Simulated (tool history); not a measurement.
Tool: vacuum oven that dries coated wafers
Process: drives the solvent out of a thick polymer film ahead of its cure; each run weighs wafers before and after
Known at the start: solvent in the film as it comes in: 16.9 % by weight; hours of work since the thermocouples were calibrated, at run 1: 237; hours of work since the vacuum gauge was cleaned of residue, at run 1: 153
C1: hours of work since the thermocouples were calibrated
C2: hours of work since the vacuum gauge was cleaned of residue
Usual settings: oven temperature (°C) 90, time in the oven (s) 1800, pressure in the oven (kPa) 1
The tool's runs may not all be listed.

run 1 hour=0 | oven_temperature_(°C)=90 time_in_the_oven_(s)=1800 pressure_in_the_oven_(kPa)=1 | C1=237 C2=153 | solvent_left_in_the_film_(%)=1.1
run 2 hour=31.1 | oven_temperature_(°C)=90 time_in_the_oven_(s)=1800 pressure_in_the_oven_(kPa)=1 | C1=260 C2=175 | solvent_left_in_the_film_(%)=1.1
run 3 hour=68.4 | oven_temperature_(°C)=90 time_in_the_oven_(s)=1800 pressure_in_the_oven_(kPa)=1 | C1=286 C2=202 | solvent_left_in_the_film_(%)=1.05
run 4 hour=103.7 | oven_temperature_(°C)=90 time_in_the_oven_(s)=1800 pressure_in_the_oven_(kPa)=1 | C1=312 C2=227 | solvent_left_in_the_film_(%)=1.09
run 5 hour=133.3 | oven_temperature_(°C)=90 time_in_the_oven_(s)=1800 pressure_in_the_oven_(kPa)=1 | C1=333 C2=248 | solvent_left_in_the_film_(%)=1.06
run 6 hour=158.1 | oven_temperature_(°C)=90 time_in_the_oven_(s)=1800 pressure_in_the_oven_(kPa)=1 | C1=351 C2=266 | solvent_left_in_the_film_(%)=1.08
run 7 hour=202.1 | oven_temperature_(°C)=90 time_in_the_oven_(s)=1800 pressure_in_the_oven_(kPa)=1 | C1=382 C2=297 | solvent_left_in_the_film_(%)=1.17
run 8 hour=242.4 | oven_temperature_(°C)=90 time_in_the_oven_(s)=1800 pressure_in_the_oven_(kPa)=1 | C1=411 C2=326 | solvent_left_in_the_film_(%)=1.18
run 9 hour=284.5 | oven_temperature_(°C)=90 time_in_the_oven_(s)=1800 pressure_in_the_oven_(kPa)=1 | C1=441 C2=356 | solvent_left_in_the_film_(%)=1.11
run 10 hour=311.8 | oven_temperature_(°C)=90 time_in_the_oven_(s)=1800 pressure_in_the_oven_(kPa)=1 | C1=461 C2=376 | solvent_left_in_the_film_(%)=1.08
run 11 hour=351.3 | oven_temperature_(°C)=90 time_in_the_oven_(s)=1800 pressure_in_the_oven_(kPa)=1 | C1=489 C2=404 | solvent_left_in_the_film_(%)=1.07
run 12 hour=393 | oven_temperature_(°C)=90 time_in_the_oven_(s)=1800 pressure_in_the_oven_(kPa)=1 | C1=519 C2=434 | solvent_left_in_the_film_(%)=1.13
run 13 hour=416.4 | oven_temperature_(°C)=90 time_in_the_oven_(s)=2100 pressure_in_the_oven_(kPa)=1 | C1=536 C2=451 | solvent_left_in_the_film_(%)=0.77
run 14 hour=443.2 | oven_temperature_(°C)=90 time_in_the_oven_(s)=2100 pressure_in_the_oven_(kPa)=1 | C1=555 C2=470 | solvent_left_in_the_film_(%)=0.89
run 15 hour=477.6 | oven_temperature_(°C)=90 time_in_the_oven_(s)=1800 pressure_in_the_oven_(kPa)=1.83 | C1=580 C2=495 | solvent_left_in_the_film_(%)=1.65
run 16 hour=506.9 | oven_temperature_(°C)=90 time_in_the_oven_(s)=1800 pressure_in_the_oven_(kPa)=1 | C1=601 C2=516 | solvent_left_in_the_film_(%)=1.08
run 17 hour=526.6 | oven_temperature_(°C)=90 time_in_the_oven_(s)=2580 pressure_in_the_oven_(kPa)=1 | C1=615 C2=530 | solvent_left_in_the_film_(%)=0.7
run 18 hour=560.9 | oven_temperature_(°C)=90 time_in_the_oven_(s)=2580 pressure_in_the_oven_(kPa)=1 | C1=639 C2=554 | solvent_left_in_the_film_(%)=0.78
run 19 hour=586.4 | oven_temperature_(°C)=91 time_in_the_oven_(s)=1800 pressure_in_the_oven_(kPa)=1.26 | C1=657 C2=573 | solvent_left_in_the_film_(%)=1.27
run 20 hour=622.5 | oven_temperature_(°C)=91 time_in_the_oven_(s)=1800 pressure_in_the_oven_(kPa)=1.26 | C1=683 C2=599 | solvent_left_in_the_film_(%)=1.2
run 21 hour=665.8 | oven_temperature_(°C)=81 time_in_the_oven_(s)=960 pressure_in_the_oven_(kPa)=2.97 | C1=714 C2=630 | solvent_left_in_the_film_(%)=5.9
run 22 hour=689.3 | oven_temperature_(°C)=81 time_in_the_oven_(s)=2040 pressure_in_the_oven_(kPa)=2.97 | C1=731 C2=646 | solvent_left_in_the_film_(%)=3.39
run 23 hour=728.9 | oven_temperature_(°C)=101 time_in_the_oven_(s)=1080 pressure_in_the_oven_(kPa)=2.47 | C1=760 C2=675 | solvent_left_in_the_film_(%)=1.54
run 24 hour=763.9 | oven_temperature_(°C)=104 time_in_the_oven_(s)=2340 pressure_in_the_oven_(kPa)=2.47 | C1=785 C2=700 | solvent_left_in_the_film_(%)=0.9
run 25 hour=785.8 | oven_temperature_(°C)=95 time_in_the_oven_(s)=1860 pressure_in_the_oven_(kPa)=2.07 | C1=800 C2=715 | solvent_left_in_the_film_(%)=1.21
run 26 hour=805 | oven_temperature_(°C)=101 time_in_the_oven_(s)=1500 pressure_in_the_oven_(kPa)=0.55 | C1=814 C2=729 | solvent_left_in_the_film_(%)=0.42
run 27 hour=840 | oven_temperature_(°C)=82 time_in_the_oven_(s)=1860 pressure_in_the_oven_(kPa)=2.03 | C1=839 C2=754 | solvent_left_in_the_film_(%)=2.6
run 28 hour=869.9 | oven_temperature_(°C)=79 time_in_the_oven_(s)=1860 pressure_in_the_oven_(kPa)=2.03 | C1=861 C2=776 | solvent_left_in_the_film_(%)=3.23
run 29 hour=906.3 | oven_temperature_(°C)=79 time_in_the_oven_(s)=1380 pressure_in_the_oven_(kPa)=1.57 | C1=887 C2=802 | solvent_left_in_the_film_(%)=3.93
run 30 hour=944.2 | oven_temperature_(°C)=96 time_in_the_oven_(s)=1020 pressure_in_the_oven_(kPa)=1 | C1=914 C2=829 | solvent_left_in_the_film_(%)=1.62
run 31 hour=988.4 | oven_temperature_(°C)=95 time_in_the_oven_(s)=2580 pressure_in_the_oven_(kPa)=1 | C1=945 C2=861 | solvent_left_in_the_film_(%)=0.69
run 32 hour=1031.5 | oven_temperature_(°C)=90 time_in_the_oven_(s)=2280 pressure_in_the_oven_(kPa)=1 | C1=976 C2=892 | solvent_left_in_the_film_(%)=0.9
run 33 hour=1072.1 | oven_temperature_(°C)=99 time_in_the_oven_(s)=1260 pressure_in_the_oven_(kPa)=2.93 | C1=1005 C2=921 | solvent_left_in_the_film_(%)=1.61
run 34 hour=1095.1 | oven_temperature_(°C)=91 time_in_the_oven_(s)=1560 pressure_in_the_oven_(kPa)=3.12 | C1=1022 C2=937 | solvent_left_in_the_film_(%)=2.28
run 35 hour=1117.6 | oven_temperature_(°C)=94 time_in_the_oven_(s)=1320 pressure_in_the_oven_(kPa)=1.03 | C1=1038 C2=953 | solvent_left_in_the_film_(%)=1.29

Some steps in solvent left in the film (%) between neighbouring runs. How much of each would the tool show without its hidden state too (settings, what came in, random variation), and how much is left for the hidden state, with any gauge scatter that isn't in both results?
The hidden state here: true wafer temperature over the reading, C; true pressure over the reading, kPa; drift of the gauge itself on solvent_pct, %.
Run 20 -> 21: oven temperature (°C) 91 -> 81, time in the oven (s) 1800 -> 960, pressure in the oven (kPa) 1.26 -> 2.97. solvent left in the film (%) +4.7: hidden state -0.3, all else +5.
Run 21 -> 22: time in the oven (s) 960 -> 2040. solvent left in the film (%) -2.51: hidden state +0.15, all else -2.66.
Run 26 -> 27: oven temperature (°C) 101 -> 82, time in the oven (s) 1500 -> 1860, pressure in the oven (kPa) 0.55 -> 2.03. solvent left in the film (%) +2.18: hidden state -0.19, all else +2.37.
Run 29 -> 30: oven temperature (°C) 79 -> 96, time in the oven (s) 1380 -> 1020, pressure in the oven (kPa) 1.57 -> 1. solvent left in the film (%) -2.31: hidden state +0.13, all else -2.44.
Run 30 -> 31: oven temperature (°C) 96 -> 95, time in the oven (s) 1020 -> 2580. solvent left in the film (%) -0.93: hidden state +0.26, all else -1.19.

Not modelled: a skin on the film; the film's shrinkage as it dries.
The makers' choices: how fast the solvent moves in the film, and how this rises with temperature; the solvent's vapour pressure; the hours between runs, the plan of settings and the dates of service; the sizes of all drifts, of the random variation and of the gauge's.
